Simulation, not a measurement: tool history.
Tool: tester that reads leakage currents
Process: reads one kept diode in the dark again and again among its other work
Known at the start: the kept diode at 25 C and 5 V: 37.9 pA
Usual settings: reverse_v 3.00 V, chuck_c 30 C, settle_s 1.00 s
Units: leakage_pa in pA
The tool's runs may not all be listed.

run	hour	reverse_v	chuck_c	settle_s	leakage_pa
1	0.0	3.00	30	1.00	46.22
2	149.1	3.00	30	1.00	46.83
3	237.0	1.08	30	1.00	29.48
4	357.5	1.08	25	1.00	21.08
5	478.2	1.08	25	1.00	20.95
6	618.2	1.08	25	1.00	21.15
# hour 752.9: probe card cleaned and baked
7	784.8	3.00	28	1.00	40.58
8	904.2	3.00	28	1.00	40.84
9	1061.8	3.00	30	1.00	46.90
# hour 1093.4: chuck's temperature calibrated
10	1214.8	3.00	30	1.00	44.22
11	1408.2	3.00	30	1.00	44.70
12	1578.0	3.00	30	0.45	46.05
13	1709.4	3.00	30	0.45	46.51
14	1862.0	3.00	30	0.45	46.71
15	1960.0	3.00	30	0.45	46.98
16	2080.2	3.00	30	0.45	46.76
17	2270.0	15.49	30	1.00	99.74
18	2364.2	15.49	30	1.00	100.31
19	2457.4	15.49	30	1.03	100.69
20	2613.8	15.49	30	1.03	101.70
# hour 2719.3: probe card cleaned and baked
21	2797.6	5.73	30	5.31	59.31
# hour 2826.6: tester calibrated
22	2944.0	3.00	30	4.23	46.12
23	3113.1	4.05	30	0.79	54.48
24	3281.1	3.00	36	1.00	70.85
25	3402.8	3.00	35	5.50	65.63
26	3565.3	12.48	44	4.11	221.69
# hour 3623.8: chuck's temperature calibrated
27	3649.6	5.56	53	2.25	250.22
28	3748.0	3.64	30	1.00	49.08
29	3835.1	3.64	59	2.02	296.55

Forecast run 30:
30	4033.5	1.60	36	1.87	?

{"run 30": {"leakage_pa": 50.35}}
Without the tool's hidden state the same run would have given leakage_pa 50.18 pA.
